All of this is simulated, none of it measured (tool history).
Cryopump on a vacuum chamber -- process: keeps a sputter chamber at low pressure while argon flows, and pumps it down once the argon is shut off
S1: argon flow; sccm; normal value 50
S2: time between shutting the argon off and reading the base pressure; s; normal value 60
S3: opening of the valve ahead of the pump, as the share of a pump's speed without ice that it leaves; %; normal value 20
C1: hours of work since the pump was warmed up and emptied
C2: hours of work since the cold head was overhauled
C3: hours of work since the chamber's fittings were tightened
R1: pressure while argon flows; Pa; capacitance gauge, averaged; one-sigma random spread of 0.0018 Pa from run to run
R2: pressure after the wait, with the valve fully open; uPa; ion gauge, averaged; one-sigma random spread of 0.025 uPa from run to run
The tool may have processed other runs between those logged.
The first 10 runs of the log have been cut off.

Run 11, hour 259.2: usual settings; C1 293; C2 684; C3 1208. Result: R1 0.4409 Pa, R2 4.38 uPa.
Run 12, hour 292.2: usual settings; C1 307; C2 698; C3 1223. Result: R1 0.4408 Pa, R2 4.61 uPa.
Run 13, hour 316.5: usual settings; C1 317; C2 708; C3 1233. Result: R1 0.4435 Pa, R2 4.75 uPa.
Run 14, hour 340.4: usual settings but S3 48 %; C1 328; C2 718; C3 1243. Result: R1 0.1926 Pa, R2 4.67 uPa.
Run 15, hour 375.1: usual settings but S3 48 %; C1 343; C2 733; C3 1258. Result: R1 0.1922 Pa, R2 4.76 uPa.
Run 16, hour 399.8: usual settings; C1 353; C2 744; C3 1269. Result: R1 0.4468 Pa, R2 4.95 uPa.
Run 17, hour 420.5: usual settings; C1 362; C2 753; C3 1278. Result: R1 0.4468 Pa, R2 4.94 uPa.
Run 18, hour 453.9: usual settings but S1 86 sccm, S2 36 s; C1 376; C2 767; C3 1292. Result: R1 0.7629 Pa, R2 5.28 uPa.
At hour 489.3: pump warmed up, emptied and cooled again.
Run 19, hour 491.4: usual settings but S1 57 sccm, S2 167 s; C1 1; C2 781; C3 1306. Result: R1 0.4925 Pa, R2 4.01 uPa.
Run 20, hour 522.9: usual settings but S1 51 sccm, S2 126 s; C1 14; C2 795; C3 1319. Result: R1 0.4411 Pa, R2 4.07 uPa.
Run 21, hour 545.5: usual settings but S1 52 sccm, S2 177 s, S3 48 %; C1 24; C2 804; C3 1329. Result: R1 0.1885 Pa, R2 4.16 uPa.
Run 22, hour 560.4: usual settings but S1 52 sccm, S2 177 s, S3 48 %; C1 31; C2 811; C3 1336. Result: R1 0.1887 Pa, R2 4.15 uPa.
Run 23, hour 584.4: usual settings but S1 90 sccm, S2 105 s; C1 41; C2 821; C3 1346. Result: R1 0.7811 Pa, R2 4.25 uPa.
Run 24, hour 599.1: usual settings but S1 90 sccm, S2 105 s; C1 47; C2 827; C3 1352. Result: R1 0.7829 Pa, R2 4.35 uPa.
Run 25, hour 615.2: usual settings but S1 93 sccm, S2 180 s; C1 54; C2 834; C3 1359. Result: R1 0.8075 Pa, R2 4.28 uPa.
Run 26, hour 630.3: usual settings but S3 26 %; C1 61; C2 841; C3 1366. Result: R1 0.3369 Pa, R2 4.62 uPa.
Run 27, hour 644.8: usual settings but S3 26 %; C1 67; C2 847; C3 1372. Result: R1 0.3346 Pa, R2 4.66 uPa.
At hour 651.9: leaking fittings of the chamber tightened, without venting.
Run 28, hour 661.8: usual settings but S2 42 s, S3 48 %; C1 73; C2 853; C3 4. Result: R1 0.1822 Pa, R2 1.28 uPa.
Run 29, hour 691.1: usual settings but S1 23 sccm; C1 86; C2 866; C3 17. Result: R1 0.2009 Pa, R2 0.99 uPa.
Run 30, hour 714.8: usual settings but S1 23 sccm, S2 103 s, S3 19 %; C1 96; C2 876; C3 27. Result: R1 0.2096 Pa, R2 0.81 uPa.
Run 31, hour 748.5: usual settings but S1 23 sccm, S2 103 s, S3 39 %; C1 110; C2 891; C3 41. Result: R1 0.1035 Pa, R2 0.85 uPa.
Run 32, hour 767.2: usual settings but S1 23 sccm, S2 103 s, S3 39 %; C1 118; C2 899; C3 50. Result: R1 0.1051 Pa, R2 0.89 uPa.
Run 33, hour 787.2: usual settings but S1 70 sccm, S2 50 s, S3 35 %; C1 127; C2 907; C3 58. Result: R1 0.3526 Pa, R2 1.28 uPa.
Run 34, hour 815.6: usual settings but S1 70 sccm, S2 50 s, S3 35 %; C1 139; C2 920; C3 70. Result: R1 0.3547 Pa, R2 1.28 uPa.

3 ways to go on from here, each from the tool as it stands after run 34. What would each give?
Run A, hour 834.0: usual settings but S1 29 sccm, S2 25 s, S3 21 %; C1 147; C2 927; C3 78. Result: R1 ?, R2 ?.
Run B, hour 834.0: usual settings but S1 93 sccm, S2 43 s, S3 22 %; C1 147; C2 927; C3 78. Result: R1 ?, R2 ?.
Run C, hour 834.0: usual settings but S1 34 sccm, S2 231 s, S3 48 %; C1 147; C2 927; C3 78. Result: R1 ?, R2 ?.

run      R1    R2
  A  0.2411  2.12
  B  0.7403  1.51
  C  0.1271  0.73
What these runs would have given with no unlogged condition in the tool:
run      R1    R2
  A  0.2378  1.87
  B  0.7297  1.26
  C  0.1233  0.47
